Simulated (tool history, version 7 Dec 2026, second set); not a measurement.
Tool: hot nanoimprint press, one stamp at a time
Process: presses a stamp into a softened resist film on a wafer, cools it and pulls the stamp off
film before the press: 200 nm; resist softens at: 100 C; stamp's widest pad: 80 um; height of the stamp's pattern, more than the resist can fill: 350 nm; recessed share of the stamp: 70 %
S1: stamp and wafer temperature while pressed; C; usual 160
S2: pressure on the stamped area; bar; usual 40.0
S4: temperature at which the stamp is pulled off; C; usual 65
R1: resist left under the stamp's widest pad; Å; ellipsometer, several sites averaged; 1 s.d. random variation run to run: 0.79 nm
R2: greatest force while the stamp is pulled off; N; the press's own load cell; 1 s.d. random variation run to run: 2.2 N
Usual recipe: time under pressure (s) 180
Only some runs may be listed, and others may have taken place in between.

run 1 hour=0.0 | S1=160 S2=40.0 time_under_pressure_(s)=180 S4=65 | R1=1092 R2=95
run 2 hour=31.4 | S1=160 S2=40.0 time_under_pressure_(s)=180 S4=65 | R1=1107 R2=93
run 3 hour=57.0 | S1=160 S2=40.0 time_under_pressure_(s)=180 S4=65 | R1=1098 R2=100
run 4 hour=103.8 | S1=160 S2=40.0 time_under_pressure_(s)=348 S4=65 | R1=869 R2=98
run 5 hour=125.3 | S1=160 S2=45.3 time_under_pressure_(s)=180 S4=65 | R1=1033 R2=98
run 6 hour=160.5 | S1=160 S2=45.3 time_under_pressure_(s)=180 S4=65 | R1=1043 R2=97
run 7 hour=189.7 | S1=164 S2=55.5 time_under_pressure_(s)=117 S4=66 | R1=897 R2=91
run 8 hour=221.2 | S1=164 S2=55.5 time_under_pressure_(s)=117 S4=66 | R1=905 R2=95
run 9 hour=255.6 | S1=153 S2=30.9 time_under_pressure_(s)=180 S4=57 | R1=1589 R2=108
run 10 hour=282.5 | S1=165 S2=40.0 time_under_pressure_(s)=118 S4=70 | R1=985 R2=83
run 11 hour=319.6 | S1=160 S2=40.0 time_under_pressure_(s)=180 S4=72 | R1=1098 R2=81
-- hour=336.9 stamp cleaned and given a new release coat
run 12 hour=351.3 | S1=150 S2=40.0 time_under_pressure_(s)=171 S4=59 | R1=1631 R2=107

Each row is a separate what-if for the run after 12, all from the same tool condition, not one after another. Results?
run A hour=386.5 | S1=150 S2=39.0 time_under_pressure_(s)=291 S4=59 | R1=? R2=?
run B hour=386.5 | S1=154 S2=40.0 time_under_pressure_(s)=174 S4=65 | R1=? R2=?
run C hour=386.5 | S1=160 S2=40.0 time_under_pressure_(s)=180 S4=60 | R1=? R2=?

run=A R1=1512 R2=106
run=B R1=1451 R2=94
run=C R1=1092 R2=105
Without the tool's hidden state the same runs would have given:
run=A R1=1513 R2=106
run=B R1=1452 R2=94
run=C R1=1092 R2=105

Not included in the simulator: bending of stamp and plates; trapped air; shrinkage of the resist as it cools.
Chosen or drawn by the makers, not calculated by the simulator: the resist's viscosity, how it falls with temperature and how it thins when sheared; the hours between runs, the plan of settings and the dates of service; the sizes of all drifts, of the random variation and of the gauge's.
